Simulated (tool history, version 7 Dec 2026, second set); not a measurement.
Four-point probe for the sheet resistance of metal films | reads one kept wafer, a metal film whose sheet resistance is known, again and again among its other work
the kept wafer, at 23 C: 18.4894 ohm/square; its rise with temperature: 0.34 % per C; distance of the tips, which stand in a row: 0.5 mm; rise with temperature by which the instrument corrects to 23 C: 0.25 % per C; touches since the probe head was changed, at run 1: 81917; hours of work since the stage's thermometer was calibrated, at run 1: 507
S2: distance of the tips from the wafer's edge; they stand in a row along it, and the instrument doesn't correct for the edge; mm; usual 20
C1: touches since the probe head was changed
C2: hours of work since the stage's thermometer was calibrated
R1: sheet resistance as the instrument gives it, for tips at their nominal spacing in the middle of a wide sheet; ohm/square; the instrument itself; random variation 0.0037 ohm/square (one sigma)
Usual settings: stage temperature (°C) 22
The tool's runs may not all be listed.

Run 1, day 0.000: usual settings; C1 81917; C2 507. Result: R1 18.905528 ohm/square.
Run 2, day 1.829: usual settings but S2 31 mm; C1 82972; C2 525. Result: R1 18.904844 ohm/square.
Run 3, day 5.225: usual settings; C1 84928; C2 558. Result: R1 18.914163 ohm/square.
Run 4, day 8.779: usual settings but S2 5 mm; C1 86976; C2 593. Result: R1 19.014962 ohm/square.
Run 5, day 12.317: usual settings; C1 89015; C2 628. Result: R1 18.925655 ohm/square.
At day 15.408: new probe head fitted.
Run 6, day 15.433: usual settings; C1 13; C2 658. Result: R1 18.557972 ohm/square.
Run 7, day 18.150: usual settings; C1 1579; C2 685. Result: R1 18.559155 ohm/square.
Run 8, day 21.271: usual settings; C1 3378; C2 716. Result: R1 18.576010 ohm/square.
Run 9, day 24.167: usual settings; C1 5045; C2 744. Result: R1 18.573715 ohm/square.
Run 10, day 27.379: usual settings; C1 6897; C2 776. Result: R1 18.578330 ohm/square.
Run 11, day 30.346: usual settings; C1 8605; C2 805. Result: R1 18.589011 ohm/square.
Run 12, day 32.962: usual settings; C1 10114; C2 831. Result: R1 18.590459 ohm/square.
Run 13, day 36.012: usual settings; C1 11872; C2 861. Result: R1 18.594734 ohm/square.
Run 14, day 37.538: usual settings; C1 12749; C2 876. Result: R1 18.606904 ohm/square.
Run 15, day 41.196: usual settings; C1 14858; C2 912. Result: R1 18.609204 ohm/square.
Run 16, day 43.888: usual settings but S2 60 mm; C1 16408; C2 938. Result: R1 18.604686 ohm/square.
Run 17, day 47.229: usual settings but stage temperature (°C) 29; C1 18335; C2 971. Result: R1 18.738758 ohm/square.
Run 18, day 48.775: usual settings but stage temperature (°C) 29; C1 19224; C2 987. Result: R1 18.744115 ohm/square.
Run 19, day 51.529: usual settings but stage temperature (°C) 29; C1 20811; C2 1014. Result: R1 18.744686 ohm/square.
Run 20, day 54.579: usual settings; C1 22568; C2 1044. Result: R1 18.640297 ohm/square.
Run 21, day 57.821: usual settings; C1 24436; C2 1076. Result: R1 18.646033 ohm/square.
Run 22, day 59.983: usual settings; C1 25682; C2 1097. Result: R1 18.640771 ohm/square.
Run 23, day 61.654: usual settings; C1 26645; C2 1113. Result: R1 18.651987 ohm/square.
Run 24, day 64.312: usual settings but stage temperature (°C) 25, S2 40 mm; C1 28177; C2 1140. Result: R1 18.702782 ohm/square.
Run 25, day 67.179: usual settings but stage temperature (°C) 25, S2 40 mm; C1 29830; C2 1168. Result: R1 18.702911 ohm/square.
Run 26, day 69.421: usual settings but stage temperature (°C) 34; C1 31120; C2 1190. Result: R1 18.856038 ohm/square.
Run 27, day 72.200: usual settings but stage temperature (°C) 18, S2 4 mm; C1 32723; C2 1217. Result: R1 18.755708 ohm/square.
Run 28, day 75.850: usual settings but S2 3 mm; C1 34826; C2 1253. Result: R1 18.952011 ohm/square.
Run 29, day 77.908: usual settings but stage temperature (°C) 27, S2 15 mm; C1 36012; C2 1273. Result: R1 18.773339 ohm/square.
Run 30, day 80.946: usual settings but stage temperature (°C) 27, S2 27 mm; C1 37761; C2 1303. Result: R1 18.770678 ohm/square.
Run 31, day 82.846: usual settings but stage temperature (°C) 30, S2 6 mm; C1 38858; C2 1322. Result: R1 18.888361 ohm/square.

Run 32 comes next. What will it give?
Run 32, day 86.462: usual settings but stage temperature (°C) 31, S2 5 mm; C1 40941; C2 1358. Result: R1 ?.

Run 32 gave R1 18.935046 ohm/square.
Without the tool's hidden state the same run would have given R1 18.712252 ohm/square.

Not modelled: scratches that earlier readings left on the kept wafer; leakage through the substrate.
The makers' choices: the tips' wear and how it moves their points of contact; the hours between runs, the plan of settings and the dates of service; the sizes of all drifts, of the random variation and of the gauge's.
